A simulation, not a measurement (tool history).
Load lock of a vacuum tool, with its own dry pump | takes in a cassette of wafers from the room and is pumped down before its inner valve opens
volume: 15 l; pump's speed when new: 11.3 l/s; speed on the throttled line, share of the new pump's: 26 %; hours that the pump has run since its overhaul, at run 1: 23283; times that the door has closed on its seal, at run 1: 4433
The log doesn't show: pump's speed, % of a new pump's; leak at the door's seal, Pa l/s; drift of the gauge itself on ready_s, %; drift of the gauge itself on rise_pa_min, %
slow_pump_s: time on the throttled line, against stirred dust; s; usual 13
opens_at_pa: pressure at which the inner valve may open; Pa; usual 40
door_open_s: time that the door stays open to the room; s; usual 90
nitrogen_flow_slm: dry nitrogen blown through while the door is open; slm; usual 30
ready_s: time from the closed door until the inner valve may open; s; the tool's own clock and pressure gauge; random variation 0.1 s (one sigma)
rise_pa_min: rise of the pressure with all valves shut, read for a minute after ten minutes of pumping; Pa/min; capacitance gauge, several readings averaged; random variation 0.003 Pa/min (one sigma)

run,hour,slow_pump_s,opens_at_pa,door_open_s,nitrogen_flow_slm,hours that the pump has run since its overhaul,times that the door has closed on its seal,"incoming humidity of the room's air, %",ready_s,rise_pa_min
1,0.0,13,40,90,30,23283,4433,45.6,21.4,0.076
# hour 511.8: dry pump taken out, an overhauled one fitted
2,529.6,13,40,90,30,18,6104,43.5,20.2,0.080
3,1085.4,13,40,90,30,574,7877,47.2,20.0,0.094
4,1416.7,13,40,90,30,905,8934,44.3,20.0,0.094
5,1982.6,13,40,90,30,1471,10739,44.6,20.3,0.107
6,2477.1,13,40,90,30,1965,12317,46.4,20.1,0.123
7,2862.3,13,40,90,30,2350,13546,46.1,20.0,0.130
8,3375.9,13,40,90,30,2864,15185,46.0,20.3,0.142
9,3910.9,13,40,90,30,3399,16892,46.2,20.2,0.151
10,4300.5,13,40,90,17,3789,18135,46.3,20.1,0.176
11,4812.0,13,40,34,30,4300,19766,50.1,20.3,0.154
12,5110.6,7,40,90,30,4599,20719,43.6,15.9,0.183
13,5698.0,7,32,90,30,5186,22593,44.0,16.3,0.210
14,6284.6,7,32,90,30,5773,24465,43.3,16.3,0.226
15,6820.6,13,40,90,30,6309,26175,43.4,20.5,0.240
16,7271.9,13,40,90,30,6760,27615,44.2,20.4,0.258
17,7574.9,13,40,90,30,7063,28582,46.7,20.3,0.264
18,8022.5,13,40,90,30,7511,30009,43.1,20.4,0.290
19,8359.4,18,33,90,21,7848,31084,45.7,24.5,0.302
20,8824.8,13,40,90,6,8313,32569,45.4,20.6,0.359
21,9293.7,13,40,90,6,8782,34065,42.5,20.5,0.371
22,9588.6,13,40,27,30,9077,35006,44.9,20.6,0.321
23,10124.5,7,51,90,10,9613,36716,43.5,16.0,0.404
24,10523.4,13,31,174,33,10012,37988,44.2,21.0,0.404
25,10842.2,13,31,174,33,10330,39006,49.3,20.9,0.421
26,11384.1,13,40,45,18,10872,40735,43.9,20.7,0.423
27,11972.4,13,42,90,12,11461,42612,44.9,20.6,0.488
28,12319.6,19,40,90,4,11808,43719,45.6,25.1,0.503
29,12765.0,19,40,213,9,12253,45140,44.4,25.0,0.579
30,13074.0,9,43,73,22,12562,46126,45.6,17.7,0.519
31,13612.5,9,64,31,22,13101,47844,44.4,17.3,0.525
32,13955.9,9,64,28,6,13444,48940,45.2,17.0,0.548
# hour 14444.7: door's seal changed, seat wiped
33,14493.0,13,37,37,33,13980,155,41.7,21.1,0.028
34,14783.0,13,37,37,33,14270,1080,42.5,20.9,0.031
35,15208.6,13,37,37,33,14695,2438,42.8,21.0,0.026
36,15661.3,19,37,116,33,15148,3882,43.0,25.4,0.061

Hidden state at the last listed run before each entry between runs and at the first one after, where it differs:
Between runs 1 and 2: dry pump taken out, an overhauled one fitted (hour 511.8)
  pump's speed, % of a new pump's: 83.8 -> 100.6; leak at the door's seal, Pa l/s: 0.0086 -> 0.0105
  measured less the result without the state, ready_s: +1.4 -> -0.1 s; rise_pa_min: +0.027 -> +0.034 Pa/min
Between runs 32 and 33: door's seal changed, seat wiped (hour 14444.7)
  pump's speed, % of a new pump's: 91.6 -> 91.2; leak at the door's seal, Pa l/s: 0.13 -> 0.0022
  measured less the result without the state, ready_s: +0.7 -> +0.7 s; rise_pa_min: +0.509 -> +0.000 Pa/min
